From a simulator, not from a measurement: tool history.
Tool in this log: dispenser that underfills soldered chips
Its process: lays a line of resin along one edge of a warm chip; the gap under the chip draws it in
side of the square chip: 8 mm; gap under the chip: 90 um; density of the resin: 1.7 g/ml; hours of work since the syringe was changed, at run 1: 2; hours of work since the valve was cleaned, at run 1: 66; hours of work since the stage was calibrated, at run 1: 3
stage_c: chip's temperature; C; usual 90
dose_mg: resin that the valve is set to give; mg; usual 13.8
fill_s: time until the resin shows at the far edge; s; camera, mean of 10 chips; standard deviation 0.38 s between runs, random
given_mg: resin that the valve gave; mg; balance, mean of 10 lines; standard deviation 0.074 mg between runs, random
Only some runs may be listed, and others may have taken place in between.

run	hour	stage_c	dose_mg	hours of work since the syringe was changed	hours of work since the valve was cleaned	hours of work since the stage was calibrated	fill_s	given_mg
1	0	90	13.8	2	66	3	27	13.3
# hour 6.3: new syringe of resin
2	6.7	90	13.8	0	70	7	24.1	13.01
# hour 15.8: new syringe of resin
3	15.8	90	13.8	0	75	13	23.9	13.11
4	22.7	90	13.8	4	80	17	32.6	12.95
# hour 25.3: new syringe of resin
5	28.8	90	13.8	2	83	21	27.6	13.12
# hour 35.1: new syringe of resin
# hour 36.8: dispensing valve cleaned and set on the balance
6	38.5	90	13.8	1	1	26	26.6	13.72
7	44.2	90	13.8	5	5	29	32.7	13.84
# hour 46.1: new syringe of resin
8	53.6	90	13.8	5	10	35	32.1	13.64
# hour 55.8: new syringe of resin
9	60.7	90	17.2	3	14	39	27.8	17.05
10	64.8	90	14.9	6	17	41	34	14.67
# hour 65.9: new syringe of resin
11	72.5	90	14.9	4	21	46	30.4	14.65
# hour 75.8: new syringe of resin
12	81.8	90	13.8	4	27	52	30.8	13.51
# hour 85.7: new syringe of resin
13	87.1	90	11.7	1	30	55	27.1	11.36
# hour 95.2: new syringe of resin
14	95.2	90	13.8	0	35	59	24.5	13.38
15	102.4	90	13.8	4	39	64	32.5	13.22
# hour 104.8: new syringe of resin
16	108.9	90	17.2	2	43	68	26.9	16.64
# hour 114.3: new syringe of resin
17	115.5	90	13.8	1	47	72	25.4	13.28
# hour 124.1: new syringe of resin
18	124.4	80	14.7	0	52	77	34.1	14.26
# hour 133.6: new syringe of resin
19	133.6	80	14.7	0	58	82	33.6	14.11
20	140	80	14.7	4	62	86	44.5	14.11
# hour 143.7: new syringe of resin
21	148.2	79	12.8	3	66	91	44.3	12.18
# hour 153.1: new syringe of resin
22	156.4	91	13.8	2	71	96	28	13.18
# hour 162.6: new syringe of resin
23	162.6	98	16.6	0	75	100	18.4	15.6
24	169.9	80	14.4	4	79	104	48.9	13.64
# hour 172.4: new syringe of resin
25	175	95	15.8	2	82	107	22.4	14.92
# hour 182.1: new syringe of resin
26	182.1	95	15.8	0	86	111	19.7	14.83
# hour 184.2: dispensing valve cleaned and set on the balance
27	188.3	95	15.8	3	3	114	25.1	15.74
# hour 192.6: new syringe of resin
28	196.5	90	14.1	2	7	119	27.9	14.02
# hour 202.5: new syringe of resin
29	202.8	90	16.1	0	11	123	24.7	15.89
# hour 212: new syringe of resin
30	212	87	14.6	0	17	128	26.3	14.45
31	220.6	78	17.3	5	22	134	53.7	17.12
# hour 221.3: new syringe of resin
32	228.4	78	17.3	4	26	138	49.7	16.85
# hour 231.1: new syringe of resin
33	232.9	78	14.6	1	29	141	40.6	14.13
# hour 240.5: new syringe of resin
34	241.6	78	14.6	1	34	146	39.9	14.2

Pick out some run-to-run changes in fill_s. Of each, how much would a tool without hidden state show as well, from the settings, what came in and chance, and how much is left for the hidden state and any gauge scatter not in both results compared?
What the log doesn't record here: resin's viscosity, % of fresh resin's; dose that the valve gives, % of what is set; true chip temperature over the reading, C; drift of the gauge itself on fill_s, %; drift of the gauge itself on given_mg, %.
Run 23 -> 24: stage_c 98 -> 80, dose_mg 16.6 -> 14.4. fill_s +30.5 s: hidden state +13.6, all else +16.9.
Run 24 -> 25: stage_c 80 -> 95, dose_mg 14.4 -> 15.8, new syringe of resin. fill_s -26.5 s: hidden state -11.5, all else -15.
Run 30 -> 31: stage_c 87 -> 78, dose_mg 14.6 -> 17.3. fill_s +27.4 s: hidden state +16.2, all else +11.2.

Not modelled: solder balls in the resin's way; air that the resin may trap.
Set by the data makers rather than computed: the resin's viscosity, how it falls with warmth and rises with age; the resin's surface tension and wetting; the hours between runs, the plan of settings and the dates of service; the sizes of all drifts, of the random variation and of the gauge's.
